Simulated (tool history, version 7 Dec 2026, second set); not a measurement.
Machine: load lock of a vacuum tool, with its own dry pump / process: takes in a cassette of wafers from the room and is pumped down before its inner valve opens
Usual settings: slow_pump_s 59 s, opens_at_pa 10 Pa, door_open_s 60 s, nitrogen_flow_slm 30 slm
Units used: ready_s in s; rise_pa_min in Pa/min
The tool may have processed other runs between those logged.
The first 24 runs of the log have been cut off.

run	hour	slow_pump_s	opens_at_pa	door_open_s	nitrogen_flow_slm	incoming humidity of the room's air, %	ready_s	rise_pa_min
25	12412.6	86	8	83	7	48.4	120.5	0.081
26	12914.7	86	8	83	7	44.5	119.6	0.08
27	13315.1	59	10	173	6	43.9	97.3	0.103
28	13685.1	82	12	60	30	48.5	114.9	0.078
29	14019.8	37	10	40	25	44.2	81.1	0.075
30	14693.3	32	10	40	43	44.8	77.3	0.078
31	15376.3	59	13	60	30	46.6	98.2	0.098
32	15717.5	43	16	151	30	43.7	84.6	0.113
33	16363.4	43	16	34	7	47.1	84	0.12
34	16921.6	114	10	229	8	43	143.2	0.165
35	17583.4	114	10	135	21	48.1	142.9	0.154
36	17949.6	97	13	34	30	44.8	130.5	0.154

Forecast each of these 3 alternatives for the next run:
A	18608.8	97	13	100	30	42	?	?
B	18608.8	117	10	60	30	44.6	?	?
C	18608.8	97	13	71	30	43.9	?	?

run	ready_s	rise_pa_min
A	129.1	0.173
B	147.3	0.158
C	129	0.165
Take away the tool's hidden state, keep each run's random variation, and the runs would have read:
run	ready_s	rise_pa_min
A	124.1	0.027
B	142.6	0.014
C	124	0.021
